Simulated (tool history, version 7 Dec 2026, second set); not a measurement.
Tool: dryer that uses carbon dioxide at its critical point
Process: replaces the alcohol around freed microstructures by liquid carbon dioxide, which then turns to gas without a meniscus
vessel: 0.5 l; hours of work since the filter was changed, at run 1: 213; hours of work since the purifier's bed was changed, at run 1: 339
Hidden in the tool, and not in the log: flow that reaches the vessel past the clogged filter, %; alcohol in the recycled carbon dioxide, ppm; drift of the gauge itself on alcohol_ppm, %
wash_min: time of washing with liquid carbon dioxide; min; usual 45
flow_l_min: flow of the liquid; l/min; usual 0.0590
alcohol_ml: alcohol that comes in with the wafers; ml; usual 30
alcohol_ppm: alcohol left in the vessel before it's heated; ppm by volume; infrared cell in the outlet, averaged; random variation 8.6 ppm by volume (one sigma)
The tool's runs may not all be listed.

| run | day | wash_min | flow_l_min | alcohol_ml | hours of work since the filter was changed | hours of work since the purifier's bed was changed | alcohol_ppm |
|---|---|---|---|---|---|---|---|
| 1 | 0.000 | 45 | 0.0590 | 30 | 213 | 339 | 693 |
| 2 | 1.108 | 45 | 0.0590 | 30 | 222 | 348 | 718 |
| 3 | 2.221 | 45 | 0.0590 | 90 | 231 | 357 | 2047 |
| 4 | 3.433 | 45 | 0.0590 | 30 | 240 | 367 | 720 |
| 5 | 4.183 | 48 | 0.0590 | 30 | 246 | 373 | 573 |
| 6 | 5.500 | 45 | 0.0774 | 30 | 257 | 384 | 245 |
| 7 | 6.162 | 45 | 0.0590 | 22 | 262 | 389 | 576 |
| 8 | 7.512 | 45 | 0.0590 | 22 | 273 | 400 | 602 |
| 9 | 8.508 | 45 | 0.0590 | 22 | 281 | 408 | 596 |
| 10 | 9.912 | 45 | 0.0590 | 22 | 293 | 420 | 609 |
| 11 | 10.962 | 45 | 0.0590 | 22 | 301 | 428 | 628 |
|  | 11.542 | inlet filter changed |
| 12 | 12.238 | 45 | 0.0590 | 22 | 6 | 438 | 441 |
| 13 | 13.408 | 45 | 0.0665 | 30 | 15 | 448 | 368 |
| 14 | 14.504 | 45 | 0.0665 | 30 | 24 | 456 | 366 |
| 15 | 15.908 | 65 | 0.0665 | 71 | 35 | 468 | 160 |
| 16 | 16.738 | 29 | 0.0639 | 36 | 42 | 475 | 2692 |
| 17 | 17.979 | 29 | 0.0639 | 36 | 52 | 485 | 2717 |
| 18 | 19.175 | 44 | 0.0639 | 36 | 62 | 494 | 576 |
| 19 | 19.942 | 32 | 0.0364 | 89 | 68 | 500 | 22509 |
| 20 | 21.421 | 72 | 0.0870 | 42 | 80 | 512 | 104 |
| 21 | 22.621 | 32 | 0.0397 | 42 | 90 | 522 | 8832 |
| 22 | 24.092 | 48 | 0.0381 | 84 | 102 | 534 | 6605 |

Forecast each of these 4 alternatives for the next run:
| A | 25.167 | 31 | 0.0961 | 94 | 110 | 543 | ? |
| B | 25.167 | 47 | 0.0541 | 45 | 110 | 543 | ? |
| C | 25.167 | 35 | 0.0804 | 30 | 110 | 543 | ? |
| D | 25.167 | 47 | 0.0381 | 84 | 110 | 543 | ? |

| run | alcohol_ppm |
|---|---|
| A | 1094 |
| B | 1144 |
| C | 545 |
| D | 7287 |
Without the tool's hidden state the same runs would have given:
| run | alcohol_ppm |
|---|---|
| A | 797 |
| B | 861 |
| C | 356 |
| D | 6318 |
